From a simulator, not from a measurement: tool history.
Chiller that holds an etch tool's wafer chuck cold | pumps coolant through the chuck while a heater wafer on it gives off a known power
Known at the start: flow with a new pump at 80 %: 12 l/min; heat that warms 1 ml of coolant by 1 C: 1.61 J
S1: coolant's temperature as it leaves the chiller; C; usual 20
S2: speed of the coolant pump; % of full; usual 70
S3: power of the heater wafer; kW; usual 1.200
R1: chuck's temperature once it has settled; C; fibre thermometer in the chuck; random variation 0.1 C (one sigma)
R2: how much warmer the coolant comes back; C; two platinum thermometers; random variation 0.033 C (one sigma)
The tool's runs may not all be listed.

Run 1, hour 0.0: usual settings. Result: R1 30.5 C, R2 4.30 C.
Run 2, hour 37.5: usual settings. Result: R1 30.4 C, R2 4.33 C.
Run 3, hour 72.7: usual settings. Result: R1 30.3 C, R2 4.45 C.
Run 4, hour 98.8: usual settings. Result: R1 30.5 C, R2 4.33 C.
Run 5, hour 122.9: usual settings. Result: R1 30.6 C, R2 4.37 C.
Run 6, hour 147.8: usual settings. Result: R1 30.6 C, R2 4.34 C.
Run 7, hour 170.2: usual settings. Result: R1 30.4 C, R2 4.34 C.
Run 8, hour 222.6: usual settings but S3 0.983 kW. Result: R1 28.6 C, R2 3.58 C.
Run 9, hour 272.0: usual settings but S3 0.983 kW. Result: R1 28.7 C, R2 3.56 C.
Run 10, hour 312.0: usual settings but S3 0.983 kW. Result: R1 28.6 C, R2 3.64 C.
Run 11, hour 355.3: usual settings. Result: R1 30.7 C, R2 4.35 C.
Run 12, hour 400.8: usual settings. Result: R1 30.8 C, R2 4.39 C.
Run 13, hour 436.1: usual settings but S3 0.666 kW. Result: R1 25.8 C, R2 2.42 C.
Run 14, hour 482.1: usual settings but S2 89 % of full, S3 0.666 kW. Result: R1 24.6 C, R2 1.94 C.
Run 15, hour 530.5: usual settings but S1 17 C, S2 83 % of full. Result: R1 26.1 C, R2 3.61 C.
Run 16, hour 552.9: usual settings but S2 91 % of full, S3 0.958 kW. Result: R1 26.6 C, R2 2.68 C.
Run 17, hour 588.0: usual settings but S2 91 % of full, S3 0.958 kW. Result: R1 26.5 C, R2 2.64 C.
Run 18, hour 615.8: usual settings but S1 22 C. Result: R1 32.9 C, R2 4.35 C.
Run 19, hour 659.2: usual settings but S1 22 C. Result: R1 33.0 C, R2 4.41 C.
Run 20, hour 712.4: usual settings but S1 21 C, S2 85 % of full, S3 0.793 kW. Result: R1 27.2 C, R2 2.28 C.
Run 21, hour 747.0: usual settings but S1 21 C, S2 85 % of full, S3 0.793 kW. Result: R1 27.1 C, R2 2.40 C.
Run 22, hour 786.1: usual settings but S2 97 % of full, S3 0.854 kW. Result: R1 26.0 C, R2 2.21 C.
Run 23, hour 817.6: usual settings but S2 97 % of full, S3 0.854 kW. Result: R1 25.7 C, R2 2.24 C.
Run 24, hour 869.4: usual settings but S1 22 C, S2 92 % of full. Result: R1 30.4 C, R2 3.27 C.
Run 25, hour 899.9: usual settings but S1 22 C, S2 92 % of full. Result: R1 30.7 C, R2 3.26 C.
Run 26, hour 936.6: usual settings but S1 16 C, S2 92 % of full, S3 1.685 kW. Result: R1 28.2 C, R2 4.56 C.
Run 27, hour 976.4: usual settings but S1 17 C, S2 92 % of full, S3 1.685 kW. Result: R1 28.9 C, R2 4.59 C.
Run 28, hour 1009.3: usual settings but S1 17 C, S2 92 % of full, S3 1.685 kW. Result: R1 29.3 C, R2 4.61 C.

Taken out of this log: 1 entry between the listed runs. Where each belongs, and how the hidden state differs across it:
Between runs 18 and 19: chiller's thermometer calibrated (hour 620.2)
  heat passed by the chuck's channels, % of clean ones': 85.9 -> 85.7; flow at a given pump speed, % of a new pump's: 98.2 -> 98.1; coolant's true temperature over the reading, C: -0.32 -> -0.04
  measured less the result without the state, R1: +1.1 -> +1.4 C; R2: +0.08 -> +0.08 C

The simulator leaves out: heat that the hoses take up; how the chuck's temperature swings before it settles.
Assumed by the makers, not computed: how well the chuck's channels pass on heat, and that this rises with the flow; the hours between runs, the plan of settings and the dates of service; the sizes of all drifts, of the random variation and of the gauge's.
